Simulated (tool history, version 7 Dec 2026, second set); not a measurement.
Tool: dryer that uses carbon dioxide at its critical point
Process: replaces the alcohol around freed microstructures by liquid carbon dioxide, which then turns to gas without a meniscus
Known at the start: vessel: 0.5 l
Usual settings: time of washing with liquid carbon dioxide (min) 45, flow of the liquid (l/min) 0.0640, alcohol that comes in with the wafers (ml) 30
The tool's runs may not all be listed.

| run | day | time of washing with liquid carbon dioxide (min) | flow of the liquid (l/min) | alcohol that comes in with the wafers (ml) | alcohol left in the vessel before it's heated (ppm by volume) |
|---|---|---|---|---|---|
| 1 | 0.000 | 45 | 0.0640 | 30 | 1187 |
| 2 | 0.538 | 45 | 0.0640 | 30 | 1191 |
| 3 | 1.175 | 55 | 0.0640 | 30 | 513 |
| 4 | 1.550 | 55 | 0.0640 | 30 | 540 |
| 5 | 2.000 | 55 | 0.0640 | 30 | 525 |
| 6 | 2.425 | 55 | 0.0640 | 30 | 530 |
| 7 | 2.862 | 55 | 0.0640 | 30 | 528 |
| 8 | 3.438 | 55 | 0.0640 | 30 | 552 |
| 9 | 3.879 | 45 | 0.0599 | 30 | 1604 |
| 10 | 4.592 | 45 | 0.0599 | 30 | 1634 |
| 11 | 5.192 | 45 | 0.0599 | 30 | 1630 |
| 12 | 6.025 | 45 | 0.0599 | 30 | 1616 |
| 13 | 6.462 | 45 | 0.0640 | 30 | 1287 |
| 14 | 7.075 | 45 | 0.0640 | 30 | 1289 |
|  | 7.271 | inlet filter changed |
| 15 | 7.904 | 45 | 0.0640 | 30 | 1049 |
| 16 | 8.667 | 28 | 0.0665 | 95 | 13479 |
| 17 | 9.325 | 29 | 0.0640 | 30 | 4391 |
| 18 | 10.067 | 59 | 0.0469 | 30 | 1341 |
| 19 | 10.612 | 45 | 0.0470 | 61 | 6719 |
| 20 | 11.233 | 27 | 0.0470 | 28 | 9936 |
| 21 | 11.858 | 69 | 0.0546 | 78 | 907 |
| 22 | 12.250 | 57 | 0.0580 | 104 | 2186 |
| 23 | 13.083 | 40 | 0.0676 | 23 | 1091 |
| 24 | 13.812 | 45 | 0.0501 | 30 | 2878 |
| 25 | 14.346 | 45 | 0.0501 | 30 | 2798 |
| 26 | 15.088 | 45 | 0.0501 | 30 | 2809 |
| 27 | 15.700 | 48 | 0.0466 | 44 | 4336 |
| 28 | 16.500 | 48 | 0.0897 | 30 | 185 |
| 29 | 17.229 | 30 | 0.0909 | 41 | 1886 |

4 ways to go on from here, each from the tool as it stands after run 29. What would each give?
| A | 17.879 | 51 | 0.0992 | 80 | ? |
| B | 17.879 | 30 | 0.0909 | 106 | ? |
| C | 17.879 | 30 | 0.1038 | 85 | ? |
| D | 17.879 | 38 | 0.0915 | 30 | ? |

| run | alcohol left in the vessel before it's heated (ppm by volume) |
|---|---|
| A | 174 |
| B | 4726 |
| C | 2100 |
| D | 503 |
Without the tool's hidden state the same runs would have given:
| run | alcohol left in the vessel before it's heated (ppm by volume) |
|---|---|
| A | 111 |
| B | 4074 |
| C | 1758 |
| D | 396 |

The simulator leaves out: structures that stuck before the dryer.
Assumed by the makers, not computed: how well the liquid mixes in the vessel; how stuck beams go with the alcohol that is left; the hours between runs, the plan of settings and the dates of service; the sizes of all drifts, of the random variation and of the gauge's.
